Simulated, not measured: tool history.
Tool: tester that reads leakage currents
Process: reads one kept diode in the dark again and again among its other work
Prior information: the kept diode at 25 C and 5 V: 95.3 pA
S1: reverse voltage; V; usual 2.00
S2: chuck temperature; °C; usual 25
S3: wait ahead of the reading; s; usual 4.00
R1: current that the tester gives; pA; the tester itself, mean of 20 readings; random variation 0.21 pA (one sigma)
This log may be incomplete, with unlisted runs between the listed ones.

run,hour,S1,S2,S3,R1
1,0.0,2.00,25,4.00,70.08
2,99.1,2.00,56,4.00,522.85
3,211.4,2.00,56,4.00,519.89
4,265.2,2.00,25,4.00,69.68
# hour 343.9: tester calibrated
5,344.1,2.00,25,4.00,71.09
# hour 355.6: chuck's temperature calibrated
6,445.0,2.00,25,4.00,70.40
7,545.8,6.34,25,2.30,108.73

Run 8 comes next. What will it give?
8,670.4,3.11,25,0.84,?

R1: 82.80 pA
With no hidden state in the tool, this same run would have given R1 81.42 pA.

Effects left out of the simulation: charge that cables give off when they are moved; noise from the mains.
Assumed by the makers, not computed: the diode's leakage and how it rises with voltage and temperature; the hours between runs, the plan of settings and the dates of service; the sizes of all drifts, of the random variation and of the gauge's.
